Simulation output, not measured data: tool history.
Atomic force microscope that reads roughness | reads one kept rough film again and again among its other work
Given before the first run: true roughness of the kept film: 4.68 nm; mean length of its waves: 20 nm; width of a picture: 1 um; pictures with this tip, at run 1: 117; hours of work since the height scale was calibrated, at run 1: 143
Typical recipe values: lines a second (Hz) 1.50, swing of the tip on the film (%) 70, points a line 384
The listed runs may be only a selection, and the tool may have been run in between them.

run	hour	lines a second (Hz)	swing of the tip on the film (%)	points a line	pictures with this tip	hours of work since the height scale was calibrated	roughness of the kept film (nm (root mean square))
1	0.0	1.50	70	384	117	143	3.462
2	8.9	1.50	70	590	129	150	3.519
3	14.9	1.50	70	384	137	154	3.478
4	19.1	1.50	70	384	142	157	3.470
5	26.4	1.50	70	384	152	163	3.456
# hour 30.2: new tip fitted
6	31.1	1.50	70	384	1	166	3.487
7	36.0	1.50	70	384	7	170	3.479
8	44.6	1.50	70	384	19	176	3.451
9	53.5	1.50	70	384	30	183	3.473
10	59.5	1.50	70	528	38	187	3.493
11	68.2	1.07	70	384	49	194	3.554
12	73.9	1.50	68	384	57	198	3.519
13	77.8	1.50	56	384	62	201	3.616
14	86.6	1.50	61	384	73	208	3.563
15	93.7	1.92	70	384	82	213	3.404
16	100.4	1.92	70	384	91	218	3.391
17	106.8	1.92	70	384	99	223	3.412
18	113.1	1.50	70	384	108	228	3.491
19	117.2	1.50	70	384	113	231	3.484
20	125.6	1.50	57	349	124	237	3.589

Estimate the outcome of run 21 from the log above:
21	130.4	1.40	79	309	130	241	?

{"run 21": {"roughness of the kept film (nm (root mean square))": 3.315}}
On a tool with no hidden condition, and with the same random variation, this run would have come out at roughness of the kept film (nm (root mean square)) 3.327.
